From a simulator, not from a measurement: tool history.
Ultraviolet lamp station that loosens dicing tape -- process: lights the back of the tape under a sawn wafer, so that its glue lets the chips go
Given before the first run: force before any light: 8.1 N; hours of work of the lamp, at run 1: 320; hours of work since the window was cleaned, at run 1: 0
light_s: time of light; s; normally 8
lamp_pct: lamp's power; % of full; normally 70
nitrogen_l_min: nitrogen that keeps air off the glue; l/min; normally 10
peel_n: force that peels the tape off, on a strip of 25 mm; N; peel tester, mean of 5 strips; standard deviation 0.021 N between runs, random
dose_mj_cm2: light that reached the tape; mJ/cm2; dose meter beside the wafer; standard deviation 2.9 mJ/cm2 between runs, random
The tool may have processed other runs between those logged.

| run | hour | light_s | lamp_pct | nitrogen_l_min | hours of work of the lamp | hours of work since the window was cleaned | peel_n | dose_mj_cm2 |
|---|---|---|---|---|---|---|---|---|
| 1 | 0 | 8 | 70 | 10 | 320 | 0 | 1.3 | 376 |
| 2 | 21.1 | 8 | 70 | 7 | 330 | 10 | 1.656 | 377 |
| 3 | 43.3 | 8 | 70 | 7 | 340 | 20 | 1.667 | 371 |
| 4 | 56.2 | 8 | 70 | 7 | 346 | 26 | 1.634 | 372 |
| 5 | 70.2 | 8 | 70 | 10 | 353 | 33 | 1.33 | 364 |
| 6 | 84.9 | 8 | 70 | 10 | 360 | 39 | 1.333 | 364 |
| 7 | 104 | 8 | 70 | 10 | 368 | 48 | 1.305 | 364 |
| 8 | 117 | 8 | 70 | 10 | 374 | 54 | 1.287 | 362 |
| 9 | 128.7 | 8 | 70 | 10 | 380 | 60 | 1.448 | 358 |
| 10 | 144 | 8 | 70 | 15 | 387 | 67 | 1.072 | 360 |
| 11 | 163.6 | 8 | 70 | 5 | 396 | 76 | 2.134 | 358 |
| 12 | 191.1 | 8 | 70 | 5 | 409 | 89 | 2.244 | 349 |
| 13 | 204.4 | 8 | 70 | 5 | 415 | 95 | 2.264 | 351 |
| 14 | 230.7 | 8 | 72 | 10 | 427 | 107 | 1.358 | 358 |
| 15 | 253.7 | 8 | 72 | 10 | 438 | 118 | 1.373 | 354 |
| 16 | 266.4 | 8 | 70 | 10 | 444 | 124 | 1.446 | 339 |
| 17 | 284.8 | 8 | 70 | 10 | 452 | 132 | 1.526 | 336 |
| 18 | 297.9 | 8 | 87 | 10 | 458 | 138 | 1.073 | 419 |
|  | 299.9 | window cleaned of glue's vapour |
| 19 | 317.6 | 8 | 70 | 3 | 467 | 8 | 3.075 | 322 |
| 20 | 343.6 | 8 | 70 | 10 | 479 | 20 | 1.676 | 319 |
| 21 | 362.7 | 8 | 70 | 10 | 488 | 29 | 1.622 | 314 |
|  | 386.2 | window cleaned of glue's vapour, once more |
| 22 | 386.2 | 11 | 60 | 19 | 499 | 0 | 0.646 | 422 |
| 23 | 405.8 | 8 | 90 | 10 | 508 | 9 | 0.9 | 459 |
| 24 | 429 | 7 | 62 | 10 | 519 | 20 | 1.993 | 273 |
| 25 | 450.8 | 4 | 80 | 10 | 529 | 30 | 2.898 | 201 |
| 26 | 472.9 | 4 | 73 | 10 | 539 | 40 | 3.229 | 181 |
| 27 | 490.7 | 4 | 76 | 9 | 547 | 48 | 3.23 | 186 |
| 28 | 517.1 | 4 | 90 | 4 | 560 | 61 | 3.838 | 216 |
| 29 | 540.8 | 7 | 97 | 8 | 571 | 72 | 1.295 | 407 |
| 30 | 560.9 | 5 | 70 | 4 | 580 | 81 | 3.826 | 209 |
| 31 | 573.6 | 5 | 70 | 4 | 586 | 87 | 4.125 | 209 |
| 32 | 586.3 | 5 | 64 | 20 | 592 | 93 | 2.386 | 186 |
| 33 | 606.7 | 9 | 64 | 20 | 601 | 102 | 0.958 | 341 |
| 34 | 630 | 9 | 70 | 7 | 612 | 113 | 1.638 | 366 |
| 35 | 650 | 9 | 75 | 7 | 621 | 122 | 1.507 | 391 |
| 36 | 665.2 | 9 | 75 | 7 | 628 | 129 | 1.5 | 388 |
| 37 | 690 | 9 | 82 | 10 | 640 | 141 | 1.043 | 423 |
| 38 | 703.8 | 8 | 97 | 5 | 646 | 147 | 1.593 | 443 |
| 39 | 728.5 | 9 | 80 | 16 | 658 | 159 | 0.783 | 406 |
| 40 | 749.9 | 8 | 89 | 18 | 668 | 169 | 0.764 | 400 |
| 41 | 766 | 8 | 89 | 18 | 675 | 176 | 0.746 | 393 |
| 42 | 785.3 | 8 | 89 | 18 | 684 | 185 | 0.761 | 398 |

Across each entry between runs, compare the hidden state at the last listed run before it with the hidden state at the first listed run after it:
Logged between run 18 and run 19: window cleaned of glue's vapour (hour 299.9)
  lamp's light, % of a new lamp's: 86.8 -> 86.5; light that the window lets through, % of a clean one's: 92.7 -> 88.9
  difference, measured minus the result without the unlogged condition, peel_n: +0.376 -> +0.759 N; dose_mj_cm2: -101 -> -97 mJ/cm2
Logged between run 21 and run 22: window cleaned of glue's vapour, once more (hour 386.2)
  lamp's light, % of a new lamp's: 85.9 -> 85.6; light that the window lets through, % of a clean one's: 87.9 -> 99.7
  difference, measured minus the result without the unlogged condition, peel_n: +0.612 -> +0.186 N; dose_mj_cm2: -103 -> -73 mJ/cm2
